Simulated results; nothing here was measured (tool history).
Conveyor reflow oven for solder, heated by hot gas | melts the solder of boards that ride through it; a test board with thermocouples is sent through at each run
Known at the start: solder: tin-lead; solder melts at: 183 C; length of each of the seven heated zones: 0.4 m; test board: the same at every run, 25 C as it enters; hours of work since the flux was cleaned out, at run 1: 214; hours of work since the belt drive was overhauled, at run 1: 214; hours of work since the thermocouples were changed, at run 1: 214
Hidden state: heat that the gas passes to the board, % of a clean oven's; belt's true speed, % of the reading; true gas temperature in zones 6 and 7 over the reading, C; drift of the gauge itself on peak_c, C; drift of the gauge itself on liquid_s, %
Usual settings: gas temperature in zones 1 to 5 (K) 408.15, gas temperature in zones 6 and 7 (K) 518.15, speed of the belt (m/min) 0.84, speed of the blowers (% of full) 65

run     day  gas temperature in zones 1 to 5 (K)  gas temperature in zones 6 and 7 (K)  speed of the belt (m/min)  speed of the blowers (% of full)  hours of work since the flux was cleaned out  hours of work since the belt drive was overhauled  hours of work since the thermocouples were changed  highest temperature of the board (K)  time above the solder's melting point (s)
  1       0                               408.15                                518.15                       0.84                                65                                           214                                                214                                                 214                                490.45                                       41.4
      2.196  -- flux residue cleaned out of gas plates and filters
  2   2.904                               408.15                                518.15                       0.84                                65                                            10                                                252                                                 252                                489.85                                         41
  3   5.967                               408.15                                518.15                       0.84                                65                                            53                                                294                                                 294                                490.05                                       40.6
  4   7.708                               408.15                                518.15                       0.84                                82                                            77                                                319                                                 319                                494.85                                       43.9
  5   9.404                               408.15                                518.15                       0.84                                82                                           101                                                342                                                 342                                494.25                                       44.4
     12.446  -- flux residue cleaned out of gas plates and filters, once more
  6  12.875                               408.15                                518.15                       0.84                                65                                             6                                                388                                                 388                                491.55                                       42.2
  7  15.975                               408.15                                518.15                      0.944                                65                                            49                                                431                                                 431                                486.15                                       33.9
  8   18.55                               408.15                                518.15                      0.944                                65                                            85                                                467                                                 467                                485.65                                       33.8
  9  21.742                               408.15                                518.15                      1.004                                65                                           130                                                511                                                 511                                482.65                                       29.2
 10  23.483                               408.15                                518.15                      1.004                                65                                           154                                                536                                                 536                                482.15                                       29.2
 11  25.467                               408.15                                519.15                       0.84                                65                                           182                                                563                                                 563                                491.35                                       42.1
 12  27.238                               408.15                                519.15                       0.84                                65                                           206                                                588                                                 588                                490.85                                       41.7
 13  29.462                               408.15                                519.15                       0.84                                65                                           237                                                619                                                 619                                490.65                                       41.4
     29.958  -- flux residue cleaned out of gas plates and filters
 14  31.992                               408.15                                518.15                       0.84                                65                                            28                                                652                                                 652                                490.95                                       42.2
 15  33.867                               408.15                                518.15                       0.84                                65                                            55                                                678                                                 678                                491.15                                       41.8
 16  36.442                               408.15                                518.15                       0.84                                65                                            90                                                714                                                 714                                490.25                                       41.8
 17  40.292                               403.15                                518.15                       0.84                                65                                           144                                                767                                                 767                                488.85                                       39.7
 18  44.138                               408.15                                518.15                       0.84                                89                                           198                                                821                                                 821                                496.55                                       46.1
 19  46.875                               408.15                                518.15                      0.901                                62                                           236                                                859                                                 859                                485.25                                       34.9
     47.679  -- flux residue cleaned out of gas plates and filters
 20  49.088                               409.15                                518.15                       0.84                                72                                            20                                                887                                                 887                                493.35                                       44.4
     50.471  -- belt drive overhauled, speed set with a stopwatch
     50.821  -- thermocouples of zones 6 and 7 changed
 21  51.792                               409.15                                518.15                       0.84                                72                                            54                                                 17                                                  14                                495.05                                       43.9
 22  53.879                               409.15                                518.15                       0.84                                72                                            83                                                 46                                                  43                                494.75                                       44.2
 23  57.167                               408.15                                512.15                       0.84                                65                                           129                                                 92                                                  89                                487.15                                       38.9
 24  60.229                               408.15                                510.15                      0.725                                65                                           172                                                135                                                 131                                490.65                                       48.8
 25  62.567                               408.15                                510.15                      0.725                                65                                           204                                                168                                                 164                                490.35                                       48.9
 26  64.558                               408.15                                510.15                      0.725                                65                                           232                                                195                                                 192                                490.45                                       48.3
       65.5  -- flux residue cleaned out of gas plates and filters
 27  68.646                               402.15                                506.15                      0.672                                51                                            44                                                250                                                 246                                483.95                                       45.4
 28  71.242                               402.15                                506.15                      0.672                                51                                            80                                                286                                                 282                                483.95                                       44.8
 29  73.946                               408.15                                518.15                      0.846                                65                                           118                                                323                                                 320                                491.15                                       41.4
 30  77.262                               404.15                                518.15                      0.846                                69                                           164                                                370                                                 366                                491.35                                       40.5
 31  80.408                               404.15                                518.15                      0.846                                69                                           208                                                414                                                 410                                490.75                                       40.5

3 ways to go on from here, each from the tool as it stands after run 31. What would each give?
  A  82.421                               408.15                                518.15                       0.97                                65                                           236                                                442                                                 438                                     ?                                          ?
  B  82.421                               404.15                                518.15                      0.911                                69                                           236                                                442                                                 438                                     ?                                          ?
  C  82.421                               395.15                                518.15                       0.84                                65                                           236                                                442                                                 438                                     ?                                          ?

run  highest temperature of the board (K)  time above the solder's melting point (s)
  A                                483.75                                         31
  B                                487.35                                       35.3
  C                                487.25                                       36.6
Without the tool's hidden state the same runs would have given:
run  highest temperature of the board (K)  time above the solder's melting point (s)
  A                                486.05                                       32.3
  B                                489.75                                       36.5
  C                                489.55                                       37.9

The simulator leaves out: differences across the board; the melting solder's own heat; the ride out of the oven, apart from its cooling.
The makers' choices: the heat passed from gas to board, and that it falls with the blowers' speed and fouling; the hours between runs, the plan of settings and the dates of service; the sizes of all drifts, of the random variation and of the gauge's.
